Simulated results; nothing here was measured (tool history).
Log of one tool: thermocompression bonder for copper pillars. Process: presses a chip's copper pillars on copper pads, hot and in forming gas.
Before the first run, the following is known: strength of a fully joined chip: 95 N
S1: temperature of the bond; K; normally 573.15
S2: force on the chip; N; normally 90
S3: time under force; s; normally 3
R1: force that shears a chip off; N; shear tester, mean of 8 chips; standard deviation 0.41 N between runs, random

run 1 hour=0.0 | S1=573.15 S2=90 S3=3 | R1=56.4
run 2 hour=11.8 | S1=573.15 S2=90 S3=3 | R1=56.1
run 3 hour=21.8 | S1=580.15 S2=90 S3=3 | R1=58.1
run 4 hour=32.0 | S1=588.15 S2=90 S3=3 | R1=61.1
run 5 hour=46.3 | S1=580.15 S2=90 S3=3 | R1=58.1
run 6 hour=54.5 | S1=573.15 S2=90 S3=3 | R1=55.2
run 7 hour=67.3 | S1=573.15 S2=90 S3=3 | R1=55.1
run 8 hour=75.0 | S1=573.15 S2=102 S3=3 | R1=61.9
run 9 hour=86.9 | S1=554.15 S2=90 S3=3 | R1=47.4
run 10 hour=96.8 | S1=573.15 S2=90 S3=3 | R1=54.7
run 11 hour=106.9 | S1=573.15 S2=90 S3=3 | R1=54.7
run 12 hour=114.8 | S1=573.15 S2=59 S3=3 | R1=35.4
run 13 hour=127.3 | S1=573.15 S2=59 S3=3 | R1=35.8
run 14 hour=133.4 | S1=573.15 S2=59 S3=3 | R1=35.1
run 15 hour=141.3 | S1=573.15 S2=95 S3=3 | R1=57.1
run 16 hour=148.5 | S1=573.15 S2=95 S3=3 | R1=56.8
run 17 hour=155.2 | S1=573.15 S2=95 S3=3 | R1=55.4
run 18 hour=169.7 | S1=573.15 S2=95 S3=3 | R1=56.0
-- hour=180.0 forming gas filter changed
run 19 hour=183.1 | S1=573.15 S2=95 S3=3 | R1=60.0
run 20 hour=192.4 | S1=573.15 S2=71 S3=2 | R1=39.4
run 21 hour=206.8 | S1=594.15 S2=90 S3=3 | R1=64.2
run 22 hour=220.6 | S1=564.15 S2=90 S3=6 | R1=64.2
run 23 hour=231.0 | S1=573.15 S2=90 S3=3 | R1=56.6
run 24 hour=241.7 | S1=573.15 S2=90 S3=3 | R1=56.4
run 25 hour=251.9 | S1=573.15 S2=121 S3=4 | R1=75.2
run 26 hour=260.8 | S1=569.15 S2=123 S3=9 | R1=83.7
run 27 hour=273.9 | S1=555.15 S2=79 S3=2 | R1=36.1
run 28 hour=282.2 | S1=555.15 S2=79 S3=2 | R1=36.6
run 29 hour=294.5 | S1=555.15 S2=79 S3=2 | R1=36.8
run 30 hour=307.6 | S1=573.15 S2=91 S3=2 | R1=50.2
run 31 hour=318.0 | S1=573.15 S2=91 S3=2 | R1=49.3
run 32 hour=327.5 | S1=573.15 S2=91 S3=2 | R1=48.3
run 33 hour=337.9 | S1=570.15 S2=110 S3=5 | R1=71.2
run 34 hour=344.4 | S1=547.15 S2=90 S3=2 | R1=38.9
run 35 hour=357.3 | S1=571.15 S2=80 S3=3 | R1=48.9

Results for each run, recomputed without the tool's hidden state and with each run's random variation untouched:
What the log doesn't record here: true temperature of the bond over the reading, C; force that reaches the chip, % of what is set; oxide that the forming gas leaves, % of the face; drift of the gauge itself on shear_n, %.
run=1 R1=57.0
run=2 R1=56.8
run=3 R1=59.1
run=4 R1=62.3
run=5 R1=59.5
run=6 R1=56.6
run=7 R1=56.6
run=8 R1=63.8
run=9 R1=48.9
run=10 R1=56.7
run=11 R1=56.8
run=12 R1=36.8
run=13 R1=37.3
run=14 R1=36.7
run=15 R1=60.0
run=16 R1=59.8
run=17 R1=58.5
run=18 R1=59.4
run=19 R1=59.5
run=20 R1=39.1
run=21 R1=64.3
run=22 R1=64.4
run=23 R1=56.9
run=24 R1=56.8
run=25 R1=76.2
run=26 R1=85.2
run=27 R1=36.5
run=28 R1=37.1
run=29 R1=37.3
run=30 R1=51.4
run=31 R1=50.5
run=32 R1=49.7
run=33 R1=73.7
run=34 R1=40.0
run=35 R1=50.7
